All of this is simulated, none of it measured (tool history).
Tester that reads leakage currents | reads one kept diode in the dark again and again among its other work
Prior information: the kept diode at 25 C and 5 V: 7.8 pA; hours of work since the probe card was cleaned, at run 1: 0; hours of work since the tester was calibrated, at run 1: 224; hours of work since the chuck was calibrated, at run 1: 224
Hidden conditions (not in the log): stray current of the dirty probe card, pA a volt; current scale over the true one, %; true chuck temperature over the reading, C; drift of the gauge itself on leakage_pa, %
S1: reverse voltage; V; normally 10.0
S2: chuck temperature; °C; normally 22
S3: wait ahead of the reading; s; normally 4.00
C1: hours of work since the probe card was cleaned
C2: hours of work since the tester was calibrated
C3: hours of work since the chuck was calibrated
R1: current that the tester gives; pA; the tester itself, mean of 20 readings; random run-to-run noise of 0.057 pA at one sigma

{"run": 1, "hour": 0.0, "S1": 10.0, "S2": 22, "S3": 4.0, "C1": 0, "C2": 224, "C3": 224, "R1": 8.62}
{"run": 2, "hour": 198.0, "S1": 10.0, "S2": 52, "S3": 4.0, "C1": 144, "C2": 369, "C3": 369, "R1": 70.39}
{"run": 3, "hour": 392.4, "S1": 10.0, "S2": 22, "S3": 4.0, "C1": 286, "C2": 510, "C3": 510, "R1": 12.22}
{"run": 4, "hour": 600.1, "S1": 10.0, "S2": 22, "S3": 4.0, "C1": 437, "C2": 661, "C3": 661, "R1": 14.18}
{"run": 5, "hour": 819.1, "S1": 10.0, "S2": 33, "S3": 4.0, "C1": 596, "C2": 821, "C3": 821, "R1": 26.38}
{"run": 6, "hour": 1011.4, "S1": 10.0, "S2": 22, "S3": 8.39, "C1": 736, "C2": 961, "C3": 961, "R1": 18.27}
{"hour": 1062.3, "done": "chuck's temperature calibrated"}
{"run": 7, "hour": 1216.3, "S1": 10.0, "S2": 22, "S3": 8.39, "C1": 884, "C2": 1109, "C3": 112, "R1": 21.22}
{"run": 8, "hour": 1388.6, "S1": 10.0, "S2": 22, "S3": 8.39, "C1": 1010, "C2": 1234, "C3": 238, "R1": 22.64}
{"run": 9, "hour": 1594.3, "S1": 10.0, "S2": 22, "S3": 8.39, "C1": 1159, "C2": 1384, "C3": 387, "R1": 24.76}
{"run": 10, "hour": 1826.2, "S1": 1.2, "S2": 22, "S3": 8.39, "C1": 1328, "C2": 1553, "C3": 556, "R1": 5.66}
{"run": 11, "hour": 2084.9, "S1": 10.0, "S2": 22, "S3": 2.54, "C1": 1517, "C2": 1741, "C3": 745, "R1": 30.25}
{"hour": 2122.9, "done": "probe card cleaned and baked"}
{"run": 12, "hour": 2203.5, "S1": 10.0, "S2": 22, "S3": 0.68, "C1": 59, "C2": 1825, "C3": 829, "R1": 11.91}
{"run": 13, "hour": 2399.5, "S1": 10.0, "S2": 22, "S3": 0.68, "C1": 201, "C2": 1968, "C3": 972, "R1": 13.88}
{"hour": 2439.6, "done": "chuck's temperature calibrated"}
{"run": 14, "hour": 2650.6, "S1": 10.0, "S2": 22, "S3": 0.68, "C1": 383, "C2": 2149, "C3": 154, "R1": 17.11}
{"run": 15, "hour": 2792.1, "S1": 10.0, "S2": 27, "S3": 4.0, "C1": 486, "C2": 2253, "C3": 257, "R1": 19.34}
{"run": 16, "hour": 3028.0, "S1": 10.0, "S2": 22, "S3": 9.76, "C1": 658, "C2": 2424, "C3": 428, "R1": 17.32}
{"run": 17, "hour": 3153.2, "S1": 10.0, "S2": 31, "S3": 9.76, "C1": 749, "C2": 2515, "C3": 520, "R1": 26.56}
{"run": 18, "hour": 3288.4, "S1": 10.0, "S2": 47, "S3": 4.0, "C1": 847, "C2": 2614, "C3": 618, "R1": 61.0}
{"run": 19, "hour": 3415.5, "S1": 5.0, "S2": 22, "S3": 4.0, "C1": 940, "C2": 2706, "C3": 711, "R1": 12.78}
{"run": 20, "hour": 3573.5, "S1": 5.6, "S2": 43, "S3": 0.52, "C1": 1055, "C2": 2822, "C3": 826, "R1": 39.62}
{"run": 21, "hour": 3700.4, "S1": 5.6, "S2": 43, "S3": 0.52, "C1": 1147, "C2": 2914, "C3": 918, "R1": 40.26}
{"hour": 3818.8, "done": "chuck's temperature calibrated"}
{"run": 22, "hour": 3956.5, "S1": 17.4, "S2": 57, "S3": 3.17, "C1": 1332, "C2": 3099, "C3": 100, "R1": 157.32}
{"run": 23, "hour": 4117.7, "S1": 17.4, "S2": 50, "S3": 0.32, "C1": 1450, "C2": 3216, "C3": 218, "R1": 126.26}
{"hour": 4235.9, "done": "probe card cleaned and baked"}
{"run": 24, "hour": 4251.8, "S1": 3.8, "S2": 28, "S3": 7.8, "C1": 12, "C2": 3312, "C3": 313, "R1": 8.87}
{"run": 25, "hour": 4435.9, "S1": 3.8, "S2": 28, "S3": 7.8, "C1": 146, "C2": 3446, "C3": 447, "R1": 9.49}
{"run": 26, "hour": 4602.1, "S1": 1.5, "S2": 33, "S3": 4.0, "C1": 267, "C2": 3567, "C3": 568, "R1": 9.22}
{"run": 27, "hour": 4823.6, "S1": 2.6, "S2": 36, "S3": 4.0, "C1": 428, "C2": 3728, "C3": 729, "R1": 14.93}
{"run": 28, "hour": 5012.5, "S1": 1.4, "S2": 54, "S3": 0.76, "C1": 566, "C2": 3866, "C3": 867, "R1": 36.42}
{"hour": 5188.2, "done": "chuck's temperature calibrated"}
{"run": 29, "hour": 5268.4, "S1": 10.0, "S2": 36, "S3": 1.29, "C1": 750, "C2": 4051, "C3": 58, "R1": 36.91}
{"run": 30, "hour": 5477.1, "S1": 2.3, "S2": 33, "S3": 1.75, "C1": 902, "C2": 4203, "C3": 210, "R1": 14.0}
{"run": 31, "hour": 5758.4, "S1": 2.3, "S2": 33, "S3": 1.75, "C1": 1107, "C2": 4407, "C3": 415, "R1": 14.49}
{"run": 32, "hour": 6002.8, "S1": 2.3, "S2": 33, "S3": 1.75, "C1": 1285, "C2": 4585, "C3": 593, "R1": 14.82}
{"run": 33, "hour": 6264.3, "S1": 6.6, "S2": 47, "S3": 1.65, "C1": 1476, "C2": 4776, "C3": 784, "R1": 56.33}
{"hour": 6358.7, "done": "probe card cleaned and baked"}
{"run": 34, "hour": 6520.9, "S1": 3.9, "S2": 21, "S3": 4.0, "C1": 118, "C2": 4960, "C3": 968, "R1": 5.72}
{"hour": 6563.4, "done": "chuck's temperature calibrated"}
{"run": 35, "hour": 6665.5, "S1": 2.8, "S2": 22, "S3": 4.0, "C1": 222, "C2": 5064, "C3": 74, "R1": 6.09}
{"run": 36, "hour": 6805.4, "S1": 2.8, "S2": 22, "S3": 4.0, "C1": 324, "C2": 5166, "C3": 176, "R1": 6.48}
{"run": 37, "hour": 6975.1, "S1": 2.8, "S2": 22, "S3": 4.0, "C1": 447, "C2": 5290, "C3": 300, "R1": 6.81}
{"run": 38, "hour": 7132.6, "S1": 5.0, "S2": 24, "S3": 1.14, "C1": 562, "C2": 5404, "C3": 414, "R1": 12.05}

A few steps of R1 between consecutive runs. Split each: what settings, incoming material and random variation would produce without the hidden state, and what is left over for the hidden state, along with gauge scatter present in only one of the two compared results (measured, and without hidden state):
Run 1 -> 2: S2 22 -> 52. R1 +61.77 pA: hidden state -0.88, all else +62.65.
Run 11 -> 12: S3 2.54 -> 0.68, probe card cleaned and baked. R1 -18.34 pA: hidden state -20.99, all else +2.65.
Run 21 -> 22: S1 5.6 -> 17.4, S2 43 -> 57, S3 0.52 -> 3.17, chuck's temperature calibrated. R1 +117.06 pA: hidden state +27.25, all else +89.81.
Run 23 -> 24: S1 17.4 -> 3.8, S2 50 -> 28, S3 0.32 -> 7.80, probe card cleaned and baked. R1 -117.39 pA: hidden state -35.66, all else -81.73.

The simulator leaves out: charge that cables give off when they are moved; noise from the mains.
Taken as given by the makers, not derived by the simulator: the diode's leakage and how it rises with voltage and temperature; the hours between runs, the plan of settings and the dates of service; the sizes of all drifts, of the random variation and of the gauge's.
